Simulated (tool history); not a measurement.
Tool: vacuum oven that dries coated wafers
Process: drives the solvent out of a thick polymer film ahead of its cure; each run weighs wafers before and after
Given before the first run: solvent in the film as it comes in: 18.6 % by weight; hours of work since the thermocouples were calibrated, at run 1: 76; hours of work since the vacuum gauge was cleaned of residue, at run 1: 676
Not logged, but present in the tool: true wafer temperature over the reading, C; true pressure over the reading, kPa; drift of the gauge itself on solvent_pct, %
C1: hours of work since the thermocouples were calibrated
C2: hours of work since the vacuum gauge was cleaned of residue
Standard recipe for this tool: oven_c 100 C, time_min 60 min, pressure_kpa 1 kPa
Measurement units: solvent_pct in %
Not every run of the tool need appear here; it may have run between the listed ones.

{"run": 1, "hour": 0.0, "oven_c": 100, "time_min": 60, "pressure_kpa": 1, "C1": 76, "C2": 676, "solvent_pct": 1.88}
{"run": 2, "hour": 12.6, "oven_c": 103, "time_min": 60, "pressure_kpa": 1, "C1": 82, "C2": 682, "solvent_pct": 1.47}
{"run": 3, "hour": 31.6, "oven_c": 103, "time_min": 60, "pressure_kpa": 1, "C1": 91, "C2": 691, "solvent_pct": 1.49}
{"run": 4, "hour": 59.9, "oven_c": 103, "time_min": 60, "pressure_kpa": 1, "C1": 105, "C2": 705, "solvent_pct": 1.47}
{"run": 5, "hour": 88.2, "oven_c": 102, "time_min": 60, "pressure_kpa": 1, "C1": 119, "C2": 719, "solvent_pct": 1.54}
{"hour": 92.5, "done": "oven's thermocouples calibrated"}
{"run": 6, "hour": 106.3, "oven_c": 102, "time_min": 60, "pressure_kpa": 1, "C1": 7, "C2": 726, "solvent_pct": 1.58}
{"run": 7, "hour": 127.6, "oven_c": 88, "time_min": 61, "pressure_kpa": 1, "C1": 17, "C2": 737, "solvent_pct": 4.25}
{"hour": 134.6, "done": "oven's thermocouples calibrated, once more"}
{"run": 8, "hour": 143.6, "oven_c": 107, "time_min": 57, "pressure_kpa": 1.3, "C1": 4, "C2": 743, "solvent_pct": 1.32}
{"run": 9, "hour": 163.5, "oven_c": 107, "time_min": 57, "pressure_kpa": 1.3, "C1": 14, "C2": 753, "solvent_pct": 1.33}
{"run": 10, "hour": 190.3, "oven_c": 90, "time_min": 80, "pressure_kpa": 1.14, "C1": 27, "C2": 766, "solvent_pct": 2.96}

Selected run-to-run steps in solvent_pct, each split into two signed amounts: the part the tool would show with no hidden state at all (from settings, incoming material and random variation), and the remainder, which goes to the hidden state together with any gauge scatter not common to the measured and the hidden-state-free results:
Run 7 -> 8: oven_c 88 -> 107, time_min 61 -> 57, pressure_kpa 1 -> 1.3, oven's thermocouples calibrated, once more. solvent_pct -2.93 %: hidden state +0.06, all else -2.99.
Run 9 -> 10: oven_c 107 -> 90, time_min 57 -> 80, pressure_kpa 1.3 -> 1.14. solvent_pct +1.63 %: hidden state +0.16, all else +1.47.
